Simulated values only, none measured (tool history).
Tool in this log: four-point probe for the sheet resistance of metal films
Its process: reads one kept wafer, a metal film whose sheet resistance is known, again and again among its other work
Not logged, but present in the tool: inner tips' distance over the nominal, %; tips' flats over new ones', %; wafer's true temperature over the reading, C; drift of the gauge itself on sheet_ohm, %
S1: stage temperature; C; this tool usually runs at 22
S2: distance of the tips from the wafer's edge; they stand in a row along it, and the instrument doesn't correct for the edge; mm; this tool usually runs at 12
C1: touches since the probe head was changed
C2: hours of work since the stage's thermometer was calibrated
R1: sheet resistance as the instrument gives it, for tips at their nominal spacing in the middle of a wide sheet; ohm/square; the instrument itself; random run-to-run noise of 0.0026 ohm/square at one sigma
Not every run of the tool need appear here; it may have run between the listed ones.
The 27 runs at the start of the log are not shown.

| run | hour | S1 | S2 | C1 | C2 | R1 |
|---|---|---|---|---|---|---|
| 28 | 509.3 | 31 | 15 | 12327 | 117 | 12.716279 |
| 29 | 529.2 | 22 | 20 | 12768 | 129 | 12.762515 |
| 30 | 551.2 | 32 | 9 | 13255 | 143 | 12.793535 |
| 31 | 571.3 | 34 | 7 | 13701 | 156 | 12.864773 |
| 32 | 582.6 | 25 | 52 | 13951 | 163 | 12.712984 |
| 33 | 596.9 | 22 | 29 | 14267 | 172 | 12.741924 |
| 34 | 615.2 | 22 | 29 | 14672 | 184 | 12.743317 |
| 35 | 631.9 | 19 | 13 | 15043 | 194 | 12.814684 |
| 36 | 645.2 | 22 | 23 | 15337 | 203 | 12.747224 |
| 37 | 656.0 | 22 | 23 | 15575 | 209 | 12.749694 |
| 38 | 674.7 | 27 | 5 | 15989 | 221 | 13.120808 |
| 39 | 690.2 | 27 | 5 | 16333 | 231 | 13.119109 |
| 40 | 708.9 | 27 | 5 | 16747 | 243 | 13.118495 |
| 41 | 725.9 | 27 | 5 | 17123 | 254 | 13.118276 |
| 42 | 748.0 | 27 | 5 | 17614 | 268 | 13.120559 |
| 43 | 770.7 | 22 | 3 | 18116 | 282 | 13.839064 |
| 44 | 793.4 | 25 | 20 | 18617 | 296 | 12.733496 |
| 45 | 816.1 | 25 | 20 | 19120 | 311 | 12.736014 |

4 ways to go on from here, each from the tool as it stands after run 45. What would each give?
| A | 827.3 | 22 | 29 | 19368 | 318 | ? |
| B | 827.3 | 22 | 4 | 19368 | 318 | ? |
| C | 827.3 | 22 | 12 | 19368 | 318 | ? |
| D | 827.3 | 22 | 13 | 19368 | 318 | ? |

| run | R1 |
|---|---|
| A | 12.743156 |
| B | 13.386375 |
| C | 12.803915 |
| D | 12.793906 |
Stripped of hidden state, with their random variation kept, the same runs would have yielded:
| run | R1 |
|---|---|
| A | 12.807141 |
| B | 13.453312 |
| C | 12.868181 |
| D | 12.858126 |
